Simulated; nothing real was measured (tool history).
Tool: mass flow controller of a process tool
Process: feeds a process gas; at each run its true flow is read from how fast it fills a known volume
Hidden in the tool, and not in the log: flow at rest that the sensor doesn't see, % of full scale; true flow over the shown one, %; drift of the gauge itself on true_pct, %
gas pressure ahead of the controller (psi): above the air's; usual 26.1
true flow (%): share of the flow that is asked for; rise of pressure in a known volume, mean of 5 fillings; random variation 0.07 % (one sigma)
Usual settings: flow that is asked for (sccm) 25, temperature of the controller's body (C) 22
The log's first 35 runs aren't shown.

run     hour  flow that is asked for (sccm)  gas pressure ahead of the controller (psi)  temperature of the controller's body (C)  hours of work since the controller was set to zero  hours of work since the controller was changed  true flow (%)
 36   8920.4                             17                                        29.6                                        40                                                2727                                            2727          99.23
 37   9214.4                             17                                        29.6                                        40                                                2905                                            2905           99.2
 38   9549.8                             25                                        22.8                                        32                                                3108                                            3108             99
 39   9895.7                              6                                          29                                        22                                                3317                                            3317          96.65
 40    10191                             25                                        26.1                                        40                                                3496                                            3496          99.98
 41  10380.9                             25                                        26.1                                        40                                                3611                                            3611          99.87
 42    10579                             12                                        26.1                                        22                                                3731                                            3731             97
 43  10814.2                             25                                        27.8                                        32                                                3873                                            3873          99.08
 44  11065.7                              7                                        26.1                                        26                                                4025                                            4025          97.11
 45  11347.3                             25                                        26.1                                        35                                                4195                                            4195          99.36
 46  11608.3                             25                                        26.1                                        35                                                4353                                            4353          99.27
 47  11818.1                             25                                        26.1                                        35                                                4480                                            4480          99.38
 48  12111.8                             19                                          27                                        22                                                4658                                            4658          97.71

3 ways to go on from here, each from the tool as it stands after run 48. What would each give?
  A  12389.9                             19                                        35.1                                        22                                                4826                                            4826              ?
  B  12389.9                             28                                        26.1                                        22                                                4826                                            4826              ?
  C  12389.9                             25                                          21                                        22                                                4826                                            4826              ?

run  true flow (%)
  A          97.45
  B          98.04
  C          98.04
Without the tool's hidden state the same runs would have given:
run  true flow (%)
  A          97.46
  B          98.05
  C          98.05
